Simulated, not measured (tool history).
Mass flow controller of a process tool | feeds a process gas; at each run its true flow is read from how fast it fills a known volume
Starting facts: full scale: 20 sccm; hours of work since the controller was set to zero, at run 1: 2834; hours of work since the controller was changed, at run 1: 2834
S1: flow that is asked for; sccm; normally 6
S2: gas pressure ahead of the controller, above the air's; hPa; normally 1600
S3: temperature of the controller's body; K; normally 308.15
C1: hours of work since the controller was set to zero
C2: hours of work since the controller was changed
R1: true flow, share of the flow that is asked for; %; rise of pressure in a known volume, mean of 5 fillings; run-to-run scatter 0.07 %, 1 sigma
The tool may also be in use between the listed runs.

Run 1, day 0.000: usual settings; C1 2834; C2 2834. Result: R1 99.82 %.
Run 2, day 6.700: usual settings but S3 301.15 K; C1 2896; C2 2896. Result: R1 100.11 %.
Run 3, day 14.133: usual settings but S3 301.15 K; C1 2965; C2 2965. Result: R1 100.18 %.
Run 4, day 20.858: usual settings; C1 3027; C2 3027. Result: R1 99.66 %.
Run 5, day 30.742: usual settings; C1 3119; C2 3119. Result: R1 99.88 %.
Run 6, day 36.538: usual settings; C1 3173; C2 3173. Result: R1 99.91 %.
Run 7, day 45.571: usual settings; C1 3257; C2 3257. Result: R1 100.00 %.
Run 8, day 53.212: usual settings but S2 1580 hPa; C1 3328; C2 3328. Result: R1 100.11 %.
Run 9, day 62.271: usual settings; C1 3412; C2 3412. Result: R1 100.08 %.
Run 10, day 70.925: usual settings; C1 3492; C2 3492. Result: R1 100.14 %.
Run 11, day 77.546: usual settings; C1 3554; C2 3554. Result: R1 100.20 %.
Run 12, day 83.638: usual settings but S3 299.15 K; C1 3611; C2 3611. Result: R1 100.67 %.
Run 13, day 93.354: usual settings; C1 3701; C2 3701. Result: R1 100.29 %.
Run 14, day 103.075: usual settings; C1 3791; C2 3791. Result: R1 100.22 %.
Run 15, day 112.312: usual settings; C1 3877; C2 3877. Result: R1 100.29 %.
Run 16, day 117.346: usual settings; C1 3924; C2 3924. Result: R1 100.42 %.
Run 17, day 125.471: usual settings; C1 3999; C2 3999. Result: R1 100.53 %.
Run 18, day 131.629: usual settings; C1 4056; C2 4056. Result: R1 100.51 %.
Run 19, day 136.850: usual settings; C1 4105; C2 4105. Result: R1 100.47 %.
Run 20, day 141.325: usual settings; C1 4146; C2 4146. Result: R1 100.63 %.
Run 21, day 146.683: usual settings; C1 4196; C2 4196. Result: R1 100.57 %.
Run 22, day 155.000: usual settings but S2 2150 hPa; C1 4273; C2 4273. Result: R1 100.29 %.
Run 23, day 160.729: usual settings but S2 2150 hPa; C1 4327; C2 4327. Result: R1 100.29 %.
Run 24, day 168.758: usual settings but S2 2470 hPa; C1 4401; C2 4401. Result: R1 100.03 %.
Run 25, day 178.483: usual settings but S2 2470 hPa; C1 4492; C2 4492. Result: R1 100.12 %.
Run 26, day 183.317: usual settings but S2 1700 hPa, S3 297.15 K; C1 4536; C2 4536. Result: R1 101.37 %.
Run 27, day 192.283: usual settings but S1 4 sccm, S3 298.15 K; C1 4620; C2 4620. Result: R1 102.02 %.
Run 28, day 196.617: usual settings but S1 11 sccm, S3 300.15 K; C1 4660; C2 4660. Result: R1 101.10 %.
At day 199.217: controller's zero set anew.
Run 29, day 202.475: usual settings but S1 11 sccm, S3 300.15 K; C1 30; C2 4714. Result: R1 100.32 %.
Run 30, day 208.117: usual settings but S1 16 sccm; C1 83; C2 4767. Result: R1 100.48 %.
Run 31, day 214.075: usual settings but S1 15 sccm, S2 2060 hPa, S3 309.15 K; C1 138; C2 4822. Result: R1 100.20 %.
Run 32, day 220.246: usual settings but S3 303.15 K; C1 195; C2 4879. Result: R1 99.74 %.
Run 33, day 226.812: usual settings but S3 303.15 K; C1 256; C2 4940. Result: R1 99.91 %.
Run 34, day 232.042: usual settings but S3 297.15 K; C1 305; C2 4989. Result: R1 100.25 %.
Run 35, day 242.054: usual settings but S1 2 sccm, S2 2730 hPa, S3 296.15 K; C1 398; C2 5082. Result: R1 99.77 %.
Run 36, day 251.996: usual settings but S1 2 sccm, S2 2730 hPa, S3 296.15 K; C1 490; C2 5174. Result: R1 99.81 %.
Run 37, day 256.829: usual settings but S1 9 sccm, S2 2730 hPa, S3 297.15 K; C1 535; C2 5219. Result: R1 99.81 %.
Run 38, day 261.071: usual settings but S1 15 sccm, S3 307.15 K; C1 575; C2 5258. Result: R1 100.58 %.
Run 39, day 268.467: usual settings but S1 15 sccm, S3 307.15 K; C1 643; C2 5327. Result: R1 100.60 %.
Run 40, day 278.638: usual settings but S1 10 sccm, S3 295.15 K; C1 738; C2 5422. Result: R1 100.77 %.
Run 41, day 285.483: usual settings but S1 3 sccm, S2 1810 hPa; C1 801; C2 5485. Result: R1 100.02 %.
Run 42, day 290.254: usual settings but S1 3 sccm, S2 2180 hPa, S3 297.15 K; C1 846; C2 5529. Result: R1 100.35 %.
Run 43, day 300.029: usual settings but S2 1760 hPa; C1 936; C2 5620. Result: R1 99.92 %.
Run 44, day 310.129: usual settings but S1 17 sccm, S2 1880 hPa, S3 300.15 K; C1 1030; C2 5714. Result: R1 101.08 %.
Run 45, day 318.792: usual settings but S1 17 sccm, S2 1880 hPa, S3 300.15 K; C1 1111; C2 5795. Result: R1 101.16 %.

Below are 3 alternative next runs, each starting from the tool's condition after run 45. Predict each:
Run A, day 323.779: usual settings but S2 2720 hPa, S3 310.15 K; C1 1157; C2 5841. Result: R1 ?.
Run B, day 323.779: usual settings but S1 17 sccm, S2 1880 hPa, S3 295.15 K; C1 1157; C2 5841. Result: R1 ?.
Run C, day 323.779: usual settings but S2 1520 hPa, S3 312.15 K; C1 1157; C2 5841. Result: R1 ?.

run      R1
  A   99.32
  B  101.55
  C   99.99
The same runs, with their run-to-run variation unchanged, on a tool lacking any hidden condition would have given:
run     R1
  A  97.34
  B  99.94
  C  98.01
